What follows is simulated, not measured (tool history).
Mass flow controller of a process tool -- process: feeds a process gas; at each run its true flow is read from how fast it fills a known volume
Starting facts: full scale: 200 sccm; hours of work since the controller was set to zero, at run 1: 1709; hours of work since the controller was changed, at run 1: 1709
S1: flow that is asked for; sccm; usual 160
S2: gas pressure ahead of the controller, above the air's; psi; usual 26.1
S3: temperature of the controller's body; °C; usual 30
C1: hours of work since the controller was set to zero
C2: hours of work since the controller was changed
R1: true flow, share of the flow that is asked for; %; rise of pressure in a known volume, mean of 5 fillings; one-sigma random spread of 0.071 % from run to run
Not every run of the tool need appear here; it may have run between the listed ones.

{"run": 1, "day": 0.0, "S1": 160, "S2": 26.1, "S3": 30, "C1": 1709, "C2": 1709, "R1": 99.51}
{"run": 2, "day": 2.979, "S1": 160, "S2": 26.1, "S3": 30, "C1": 1743, "C2": 1743, "R1": 99.54}
{"run": 3, "day": 6.958, "S1": 160, "S2": 26.1, "S3": 30, "C1": 1788, "C2": 1788, "R1": 99.42}
{"run": 4, "day": 11.712, "S1": 160, "S2": 26.1, "S3": 30, "C1": 1841, "C2": 1841, "R1": 99.24}
{"run": 5, "day": 17.717, "S1": 160, "S2": 26.1, "S3": 30, "C1": 1909, "C2": 1909, "R1": 99.24}
{"run": 6, "day": 21.271, "S1": 165, "S2": 24.9, "S3": 32, "C1": 1949, "C2": 1949, "R1": 99.2}
{"run": 7, "day": 25.058, "S1": 44, "S2": 26.1, "S3": 25, "C1": 1992, "C2": 1992, "R1": 98.55}
{"run": 8, "day": 30.158, "S1": 44, "S2": 26.1, "S3": 25, "C1": 2049, "C2": 2049, "R1": 98.42}
{"run": 9, "day": 35.25, "S1": 47, "S2": 26.1, "S3": 28, "C1": 2107, "C2": 2107, "R1": 98.31}
{"run": 10, "day": 39.854, "S1": 47, "S2": 22.5, "S3": 20, "C1": 2159, "C2": 2159, "R1": 98.39}

Here are 3 independent what-if runs from the current tool condition. What would each one return?
{"run": "A", "day": 44.688, "S1": 160, "S2": 28.7, "S3": 30, "C1": 2213, "C2": 2213, "R1": "?"}
{"run": "B", "day": 44.688, "S1": 90, "S2": 21.5, "S3": 30, "C1": 2213, "C2": 2213, "R1": "?"}
{"run": "C", "day": 44.688, "S1": 38, "S2": 22.5, "S3": 27, "C1": 2213, "C2": 2213, "R1": "?"}

run=A R1=99.07
run=B R1=98.35
run=C R1=98.00
The same runs, with their run-to-run variation unchanged, on a tool lacking any hidden condition would have given:
run=A R1=99.61
run=B R1=98.90
run=C R1=98.55

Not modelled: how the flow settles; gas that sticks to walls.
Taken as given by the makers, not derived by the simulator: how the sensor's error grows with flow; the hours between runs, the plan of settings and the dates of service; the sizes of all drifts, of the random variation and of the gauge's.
